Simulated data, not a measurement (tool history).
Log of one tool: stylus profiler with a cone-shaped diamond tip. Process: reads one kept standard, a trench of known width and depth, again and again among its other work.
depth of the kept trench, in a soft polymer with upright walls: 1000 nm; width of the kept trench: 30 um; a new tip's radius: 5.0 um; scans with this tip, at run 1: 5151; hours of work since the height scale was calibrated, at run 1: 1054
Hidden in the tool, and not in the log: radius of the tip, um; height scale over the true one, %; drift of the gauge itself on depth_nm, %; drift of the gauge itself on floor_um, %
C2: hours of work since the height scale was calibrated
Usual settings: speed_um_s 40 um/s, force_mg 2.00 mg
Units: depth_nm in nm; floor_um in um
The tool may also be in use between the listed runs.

{"run": 1, "hour": 0.0, "speed_um_s": 40, "force_mg": 2.0, "scans with this tip": 5151, "C2": 1054, "depth_nm": 1015.78, "floor_um": 21.9}
{"run": 2, "hour": 34.0, "speed_um_s": 40, "force_mg": 2.0, "scans with this tip": 5221, "C2": 1068, "depth_nm": 1015.71, "floor_um": 21.86}
{"run": 3, "hour": 76.1, "speed_um_s": 40, "force_mg": 4.21, "scans with this tip": 5307, "C2": 1086, "depth_nm": 1024.04, "floor_um": 21.9}
{"run": 4, "hour": 139.1, "speed_um_s": 40, "force_mg": 2.0, "scans with this tip": 5436, "C2": 1112, "depth_nm": 1015.5, "floor_um": 21.88}
{"run": 5, "hour": 197.2, "speed_um_s": 40, "force_mg": 2.0, "scans with this tip": 5555, "C2": 1136, "depth_nm": 1015.83, "floor_um": 21.89}
{"run": 6, "hour": 225.6, "speed_um_s": 40, "force_mg": 2.0, "scans with this tip": 5614, "C2": 1148, "depth_nm": 1016.24, "floor_um": 21.8}
{"run": 7, "hour": 255.9, "speed_um_s": 14, "force_mg": 4.6, "scans with this tip": 5676, "C2": 1161, "depth_nm": 1025.99, "floor_um": 21.83}
{"run": 8, "hour": 298.1, "speed_um_s": 121, "force_mg": 5.62, "scans with this tip": 5762, "C2": 1179, "depth_nm": 1028.72, "floor_um": 21.7}
{"run": 9, "hour": 351.0, "speed_um_s": 40, "force_mg": 0.99, "scans with this tip": 5871, "C2": 1201, "depth_nm": 1011.5, "floor_um": 21.62}
{"run": 10, "hour": 377.3, "speed_um_s": 40, "force_mg": 0.99, "scans with this tip": 5925, "C2": 1212, "depth_nm": 1011.31, "floor_um": 21.7}

Measured less the same run without the tool's hidden state. The same run-to-run variation is in both; the gauge's scatter may not be:
run=1 depth_nm=+2.55 floor_um=-1.97
run=2 depth_nm=+2.59 floor_um=-2.00
run=3 depth_nm=+2.66 floor_um=-2.03
run=4 depth_nm=+2.70 floor_um=-2.07
run=5 depth_nm=+2.77 floor_um=-2.10
run=6 depth_nm=+2.80 floor_um=-2.12
run=7 depth_nm=+2.87 floor_um=-2.14
run=8 depth_nm=+2.93 floor_um=-2.16
run=9 depth_nm=+2.94 floor_um=-2.20
run=10 depth_nm=+2.97 floor_um=-2.21
